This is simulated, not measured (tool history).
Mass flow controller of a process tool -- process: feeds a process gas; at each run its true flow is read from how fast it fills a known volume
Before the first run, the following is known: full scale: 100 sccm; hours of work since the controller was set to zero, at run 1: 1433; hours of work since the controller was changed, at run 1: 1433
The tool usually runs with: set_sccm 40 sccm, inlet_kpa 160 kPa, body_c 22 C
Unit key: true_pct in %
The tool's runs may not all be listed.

run	hour	set_sccm	inlet_kpa	body_c	hours of work since the controller was set to zero	hours of work since the controller was changed	true_pct
1	0	40	160	22	1433	1433	99.65
2	329.4	40	160	22	1533	1533	99.75
3	533.6	28	160	22	1595	1595	99.83
4	897.2	40	160	22	1705	1705	99.7
5	1325.9	40	160	22	1836	1836	99.67
6	1746.1	40	160	22	1963	1963	99.71
7	2152.2	40	160	22	2086	2086	99.7
8	2398.1	83	168	33	2161	2161	100.3
9	2658.5	40	160	23	2240	2240	99.77
10	2914.8	40	164	27	2318	2318	99.99
11	3229.7	24	164	27	2413	2413	100.33
12	3499.7	11	200	27	2495	2495	101.26

What if the next run were any one of these 4? Each begins from the tool's condition after run 12:
A	3841	40	236	33	2599	2599	?
B	3841	11	272	28	2599	2599	?
C	3841	11	200	21	2599	2599	?
D	3841	12	171	22	2599	2599	?

run	true_pct
A	100.09
B	101.11
C	101.08
D	100.95
Stripped of hidden state, with their random variation kept, the same runs would have yielded:
run	true_pct
A	99.83
B	99.22
C	99.19
D	99.25
